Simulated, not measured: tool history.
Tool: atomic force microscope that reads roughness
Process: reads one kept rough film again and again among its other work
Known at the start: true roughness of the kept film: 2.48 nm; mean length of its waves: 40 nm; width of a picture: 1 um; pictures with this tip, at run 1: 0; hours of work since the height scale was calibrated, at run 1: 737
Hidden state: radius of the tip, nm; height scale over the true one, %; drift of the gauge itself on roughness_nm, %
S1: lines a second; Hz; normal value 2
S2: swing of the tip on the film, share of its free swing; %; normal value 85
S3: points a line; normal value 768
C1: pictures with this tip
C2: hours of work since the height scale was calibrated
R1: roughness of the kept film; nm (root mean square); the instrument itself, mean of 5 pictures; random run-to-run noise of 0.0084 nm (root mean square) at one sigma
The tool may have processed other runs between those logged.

run   hour    S1  S2   S3   C1   C2     R1
  1      0     2  85  768    0  737  1.812
  2   29.6     2  85  398   31  755  1.762
  3   77.2     2  85  398   81  784  1.725
  4    123     2  85  768  129  813  1.691
  5  151.1     2  85  768  159  830  1.675
  6  176.3     2  85  768  185  846  1.635
  7  209.8     2  85  768  220  867  1.605
  8  254.3     2  85  768  267  894  1.573
  9  276.4  0.88  85  768  291  908  1.768
 10    319     2  85  768  335  934  1.527
     322.2  -- height scale calibrated on a step standard
     334.4  -- new tip fitted
 11  346.4     2  85  768   13   15  1.819
 12  373.2  2.54  90  481   41   31  1.585
 13  407.7  2.54  80  321   77   53  1.751

Run 14, settings as shown, results not yet in. Your forecast:
 14   448   2  78  768  120  78   ?

R1: 1.823 nm (root mean square)
With no hidden state in the tool, this same run would have given R1 1.957 nm (root mean square).
